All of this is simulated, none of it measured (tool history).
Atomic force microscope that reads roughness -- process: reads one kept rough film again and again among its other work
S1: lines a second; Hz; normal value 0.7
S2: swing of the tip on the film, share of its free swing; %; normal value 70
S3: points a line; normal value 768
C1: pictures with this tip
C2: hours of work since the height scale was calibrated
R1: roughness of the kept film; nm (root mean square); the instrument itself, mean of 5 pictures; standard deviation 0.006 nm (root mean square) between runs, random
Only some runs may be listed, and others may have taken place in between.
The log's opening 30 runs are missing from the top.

run 31 hour=1073.7 | S1=1.534 S2=70 S3=709 | C1=83 C2=1202 | R1=1.047
run 32 hour=1116.7 | S1=1.534 S2=64 S3=559 | C1=186 C2=1233 | R1=1.034
-- hour=1131.8 new tip fitted
run 33 hour=1151.6 | S1=0.596 S2=70 S3=360 | C1=47 C2=1258 | R1=1.099
-- hour=1180.3 height scale calibrated on a step standard
run 34 hour=1198.9 | S1=0.596 S2=70 S3=360 | C1=157 C2=13 | R1=1.058
-- hour=1224.7 new tip fitted
run 35 hour=1235.8 | S1=1.432 S2=64 S3=752 | C1=27 C2=40 | R1=1.096
run 36 hour=1278.9 | S1=0.808 S2=70 S3=425 | C1=129 C2=71 | R1=1.066
-- hour=1317.5 new tip fitted
run 37 hour=1329.6 | S1=0.808 S2=70 S3=425 | C1=28 C2=107 | R1=1.108
run 38 hour=1366.1 | S1=1.645 S2=60 S3=459 | C1=115 C2=133 | R1=1.065
-- hour=1412.3 new tip fitted
run 39 hour=1415.4 | S1=1.645 S2=60 S3=459 | C1=7 C2=168 | R1=1.113
run 40 hour=1447.6 | S1=0.7 S2=87 S3=344 | C1=83 C2=192 | R1=1.054
run 41 hour=1470.2 | S1=1.711 S2=62 S3=771 | C1=137 C2=208 | R1=1.062
run 42 hour=1491.8 | S1=1.711 S2=62 S3=771 | C1=188 C2=224 | R1=1.046
-- hour=1505.6 new tip fitted
run 43 hour=1516.5 | S1=1.182 S2=85 S3=608 | C1=26 C2=241 | R1=1.038
run 44 hour=1564.9 | S1=0.612 S2=81 S3=287 | C1=141 C2=276 | R1=1.051
run 45 hour=1596.2 | S1=0.7 S2=72 S3=768 | C1=215 C2=299 | R1=1.028
-- hour=1600.1 new tip fitted
run 46 hour=1630 | S1=0.7 S2=70 S3=693 | C1=71 C2=323 | R1=1.098
run 47 hour=1669.4 | S1=1.471 S2=70 S3=468 | C1=165 C2=351 | R1=1.037
-- hour=1692.8 new tip fitted
run 48 hour=1708.3 | S1=1.471 S2=70 S3=468 | C1=37 C2=379 | R1=1.065
run 49 hour=1744.3 | S1=2.71 S2=68 S3=434 | C1=123 C2=405 | R1=1.006

Below are 5 alternative next runs, each starting from the tool's condition after run 49. Predict each:
run A hour=1775.7 | S1=0.7 S2=68 S3=368 | C1=197 C2=427 | R1=?
run B hour=1775.7 | S1=2.25 S2=60 S3=480 | C1=197 C2=427 | R1=?
run C hour=1775.7 | S1=0.7 S2=65 S3=768 | C1=197 C2=427 | R1=?
run D hour=1775.7 | S1=0.7 S2=63 S3=640 | C1=197 C2=427 | R1=?
run E hour=1775.7 | S1=0.656 S2=68 S3=554 | C1=197 C2=427 | R1=?

run=A R1=1.044
run=B R1=1.033
run=C R1=1.056
run=D R1=1.068
run=E R1=1.056
The same runs, with their run-to-run variation unchanged, on a tool lacking any hidden condition would have given:
run=A R1=1.117
run=B R1=1.105
run=C R1=1.13
run=D R1=1.143
run=E R1=1.13
